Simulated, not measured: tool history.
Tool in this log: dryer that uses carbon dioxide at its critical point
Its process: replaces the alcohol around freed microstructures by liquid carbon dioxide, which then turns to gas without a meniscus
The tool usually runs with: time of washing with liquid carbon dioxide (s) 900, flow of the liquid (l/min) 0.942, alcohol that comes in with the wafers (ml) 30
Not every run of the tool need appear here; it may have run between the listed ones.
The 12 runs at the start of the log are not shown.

run     day  time of washing with liquid carbon dioxide (s)  flow of the liquid (l/min)  alcohol that comes in with the wafers (ml)  alcohol left in the vessel before it's heated (ppm by volume)
 13  18.092                                             900                       0.942                                          30                                                            154
 14  19.446                                             900                       0.942                                          30                                                            160
     21.183  -- inlet filter changed
 15  21.183                                             900                       0.942                                          30                                                            142
 16  22.508                                             900                       0.942                                         110                                                            182
 17  23.746                                             900                       0.942                                         110                                                            198
 18  25.475                                            1380                       0.942                                          30                                                            134
 19  27.250                                             900                       0.942                                          30                                                            151
 20  29.275                                             900                       0.942                                          30                                                            170
 21  30.612                                             900                       0.942                                          30                                                            162
 22  31.812                                             540                       0.942                                          30                                                            481
 23  33.675                                            1020                       0.942                                          30                                                            161
 24  35.754                                             960                       0.610                                          30                                                            349
 25  36.654                                             900                       1.126                                          31                                                            166
 26  38.396                                            1020                       0.942                                          30                                                            164
     38.871  -- inlet filter changed
 27  39.496                                            1020                       0.942                                          30                                                            162
 28  40.812                                            1020                       0.942                                          30                                                            166
 29  42.517                                            1020                       0.942                                          30                                                            158
 30  44.075                                            1020                       0.942                                          30                                                            164
     45.279  -- purifier's bed changed
 31  45.592                                            1200                       0.994                                          30                                                              2
 32  47.629                                            1320                       0.877                                          30                                                             11
 33  49.183                                            1320                       0.877                                          30                                                             22
 34  50.617                                            1320                       0.877                                          30                                                              9
 35  52.600                                             840                       0.877                                          23                                                             75
 36  53.596                                             840                       0.877                                          23                                                             72
 37  54.529                                             900                       0.586                                          33                                                            353

Forecast run 38:
 38  56.221                                             600                       0.915                                          75                                                              ?

alcohol left in the vessel before it's heated (ppm by volume): 822
Take away the tool's hidden state, keep the run-to-run variation as it was, and the same run would have given alcohol left in the vessel before it's heated (ppm by volume) 400.

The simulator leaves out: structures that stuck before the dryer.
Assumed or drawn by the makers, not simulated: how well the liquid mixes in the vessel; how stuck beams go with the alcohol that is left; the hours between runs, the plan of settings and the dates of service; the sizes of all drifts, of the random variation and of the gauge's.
